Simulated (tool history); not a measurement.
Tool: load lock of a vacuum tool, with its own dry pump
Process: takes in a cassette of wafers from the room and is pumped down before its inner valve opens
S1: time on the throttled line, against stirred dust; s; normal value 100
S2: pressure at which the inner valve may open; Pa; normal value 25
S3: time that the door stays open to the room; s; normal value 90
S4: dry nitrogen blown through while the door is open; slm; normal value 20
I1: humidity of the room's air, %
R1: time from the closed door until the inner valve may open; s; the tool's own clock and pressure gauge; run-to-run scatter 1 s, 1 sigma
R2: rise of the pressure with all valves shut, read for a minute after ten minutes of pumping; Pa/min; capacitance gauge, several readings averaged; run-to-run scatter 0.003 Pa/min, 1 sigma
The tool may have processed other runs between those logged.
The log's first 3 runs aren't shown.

run 4 hour=255.3 | S1=100 S2=41 S3=90 S4=20 | I1=46.1 | R1=154.2 R2=0.256
run 5 hour=371.5 | S1=100 S2=25 S3=72 S4=20 | I1=44.7 | R1=161.0 R2=0.256
run 6 hour=459.1 | S1=100 S2=25 S3=90 S4=20 | I1=43.9 | R1=160.2 R2=0.273
run 7 hour=526.1 | S1=100 S2=25 S3=90 S4=35 | I1=44.4 | R1=162.3 R2=0.250
run 8 hour=643.3 | S1=100 S2=25 S3=90 S4=35 | I1=46.9 | R1=161.9 R2=0.262
run 9 hour=726.4 | S1=100 S2=41 S3=90 S4=20 | I1=47.8 | R1=157.4 R2=0.277
run 10 hour=811.1 | S1=100 S2=41 S3=90 S4=20 | I1=44.5 | R1=155.1 R2=0.280
run 11 hour=905.7 | S1=100 S2=25 S3=82 S4=20 | I1=44.9 | R1=160.9 R2=0.284
run 12 hour=1023.2 | S1=100 S2=25 S3=82 S4=20 | I1=45.5 | R1=159.7 R2=0.282
run 13 hour=1079.1 | S1=172 S2=25 S3=82 S4=20 | I1=43.6 | R1=217.0 R2=0.287
run 14 hour=1142.6 | S1=100 S2=25 S3=90 S4=20 | I1=42.2 | R1=159.3 R2=0.279
run 15 hour=1226.0 | S1=100 S2=25 S3=90 S4=20 | I1=47.3 | R1=160.0 R2=0.292
run 16 hour=1307.1 | S1=100 S2=25 S3=90 S4=20 | I1=45.2 | R1=162.8 R2=0.300
run 17 hour=1370.8 | S1=100 S2=25 S3=57 S4=20 | I1=45.6 | R1=162.4 R2=0.285
run 18 hour=1438.0 | S1=100 S2=25 S3=90 S4=20 | I1=40.5 | R1=162.5 R2=0.301
run 19 hour=1504.7 | S1=100 S2=25 S3=90 S4=5 | I1=47.6 | R1=162.5 R2=0.321
run 20 hour=1611.5 | S1=50 S2=25 S3=90 S4=5 | I1=47.1 | R1=123.4 R2=0.339
run 21 hour=1682.8 | S1=50 S2=25 S3=90 S4=5 | I1=44.0 | R1=123.0 R2=0.327
run 22 hour=1775.8 | S1=50 S2=25 S3=90 S4=5 | I1=47.9 | R1=122.4 R2=0.339
run 23 hour=1877.3 | S1=50 S2=25 S3=90 S4=5 | I1=45.7 | R1=123.6 R2=0.337
run 24 hour=1971.9 | S1=61 S2=22 S3=78 S4=6 | I1=45.6 | R1=133.2 R2=0.336
run 25 hour=2030.3 | S1=61 S2=22 S3=78 S4=6 | I1=44.3 | R1=131.9 R2=0.323

Run 26 has not been measured yet. What should we expect?
run 26 hour=2109.9 | S1=61 S2=22 S3=78 S4=6 | I1=47.3 | R1=? R2=?

Run 26 came out at R1 132.6 s, R2 0.343 Pa/min.
With the hidden condition absent and the run-to-run variation left alone, this run would have shown R1 129.5 s, R2 0.058 Pa/min.

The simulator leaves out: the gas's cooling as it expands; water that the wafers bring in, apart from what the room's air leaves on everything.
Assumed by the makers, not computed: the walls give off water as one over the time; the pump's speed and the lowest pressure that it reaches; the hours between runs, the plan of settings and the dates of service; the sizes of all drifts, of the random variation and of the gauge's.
